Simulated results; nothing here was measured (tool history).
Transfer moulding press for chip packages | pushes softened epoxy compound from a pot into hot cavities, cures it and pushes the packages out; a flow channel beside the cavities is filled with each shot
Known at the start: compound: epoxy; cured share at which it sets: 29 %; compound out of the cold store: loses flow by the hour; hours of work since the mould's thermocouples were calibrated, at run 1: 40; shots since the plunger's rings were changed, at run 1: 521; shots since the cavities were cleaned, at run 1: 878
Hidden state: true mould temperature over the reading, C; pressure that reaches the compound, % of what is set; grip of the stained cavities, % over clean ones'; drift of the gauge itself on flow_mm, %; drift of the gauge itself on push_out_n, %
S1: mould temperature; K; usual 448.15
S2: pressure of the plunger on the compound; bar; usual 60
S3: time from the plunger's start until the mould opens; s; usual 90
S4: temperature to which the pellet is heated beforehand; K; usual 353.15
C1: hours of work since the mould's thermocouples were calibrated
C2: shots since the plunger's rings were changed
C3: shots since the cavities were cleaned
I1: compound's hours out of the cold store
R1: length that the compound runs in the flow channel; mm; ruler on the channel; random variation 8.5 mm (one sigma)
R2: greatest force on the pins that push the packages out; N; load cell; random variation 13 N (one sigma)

Run 1, hour 0: usual settings; C1 40; C2 521; C3 878; I1 19.8. Result: R1 956 mm, R2 1003 N.
Run 2, hour 12.6: usual settings; C1 47; C2 662; C3 1019; I1 45.5. Result: R1 863 mm, R2 1013 N.
At hour 28.3: cavities cleaned with cleaning compound and waxed.
Run 3, hour 29.9: usual settings; C1 55; C2 838; C3 19; I1 44.6. Result: R1 851 mm, R2 1248 N.
Run 4, hour 43.9: usual settings; C1 62; C2 994; C3 175; I1 37. Result: R1 885 mm, R2 1320 N.
Run 5, hour 53.9: usual settings; C1 67; C2 1105; C3 286; I1 38.3. Result: R1 862 mm, R2 1280 N.
Run 6, hour 70.3: usual settings; C1 76; C2 1288; C3 469; I1 13.6. Result: R1 948 mm, R2 1292 N.
Run 7, hour 77.2: usual settings; C1 79; C2 1365; C3 546; I1 16.5. Result: R1 929 mm, R2 1292 N.
Run 8, hour 90.9: usual settings; C1 86; C2 1518; C3 699; I1 22.7. Result: R1 918 mm, R2 1288 N.
Run 9, hour 99.1: usual settings; C1 90; C2 1609; C3 790; I1 10.1. Result: R1 957 mm, R2 1296 N.
Run 10, hour 115.5: usual settings; C1 99; C2 1792; C3 973; I1 47.8. Result: R1 820 mm, R2 1209 N.
Run 11, hour 122.9: usual settings but S3 77 s; C1 102; C2 1874; C3 1055; I1 38.1. Result: R1 863 mm, R2 1808 N.
At hour 126.4: cavities cleaned with cleaning compound and waxed, once more.
Run 12, hour 134.5: usual settings but S1 449.15 K, S3 88 s; C1 108; C2 1987; C3 90; I1 26.6. Result: R1 891 mm, R2 653 N.
Run 13, hour 150.8: usual settings but S1 449.15 K, S3 88 s; C1 116; C2 2169; C3 272; I1 30.7. Result: R1 870 mm, R2 783 N.
Run 14, hour 161.5: usual settings but S2 45.6 bar, S3 104 s; C1 121; C2 2288; C3 391; I1 11.3. Result: R1 831 mm, R2 694 N.
Run 15, hour 176: usual settings but S2 66 bar, S3 104 s, S4 362.15 K; C1 129; C2 2449; C3 552; I1 8.8. Result: R1 1008 mm, R2 777 N.
Run 16, hour 188.6: usual settings but S1 447.15 K, S2 67 bar, S3 73 s, S4 359.15 K; C1 135; C2 2590; C3 693; I1 32.2. Result: R1 914 mm, R2 1703 N.
Run 17, hour 203.1: usual settings but S1 447.15 K, S2 67 bar, S3 73 s, S4 359.15 K; C1 143; C2 2752; C3 855; I1 9.9. Result: R1 994 mm, R2 1926 N.
Run 18, hour 214.9: usual settings but S1 447.15 K, S2 45.7 bar, S3 73 s, S4 359.15 K; C1 149; C2 2883; C3 986; I1 22.7. Result: R1 774 mm, R2 1918 N.
Run 19, hour 223.7: usual settings but S1 447.15 K, S2 45.7 bar, S3 73 s, S4 359.15 K; C1 153; C2 2981; C3 1084; I1 33.5. Result: R1 755 mm, R2 1899 N.
At hour 232.5: cavities cleaned with cleaning compound and waxed.
Run 20, hour 240.3: usual settings but S1 441.15 K, S2 55.5 bar, S3 71 s, S4 344.15 K; C1 161; C2 3150; C3 87; I1 11.3. Result: R1 901 mm, R2 2014 N.
Run 21, hour 253.3: usual settings but S1 441.15 K, S2 55.5 bar, S3 71 s, S4 344.15 K; C1 168; C2 3294; C3 231; I1 29.8. Result: R1 855 mm, R2 2275 N.

Measured less the same run without the tool's hidden state. The same run-to-run variation is in both; the gauge's scatter may not be:
run   R1    R2
  1  -12  +426
  2  -13  +453
  3  -16  +691
  4  -19  +724
  5  -20  +706
  6  -26  +707
  7  -26  +708
  8  -29  +701
  9  -32  +702
 10  -31  +654
 11  -34  +981
 12  -37   +74
 13  -39  +198
 14  -39  +217
 15  -50  +285
 16  -49  +679
 17  -56  +834
 18  -47  +862
 19  -46  +877
 20  -59  +230
 21  -59  +528
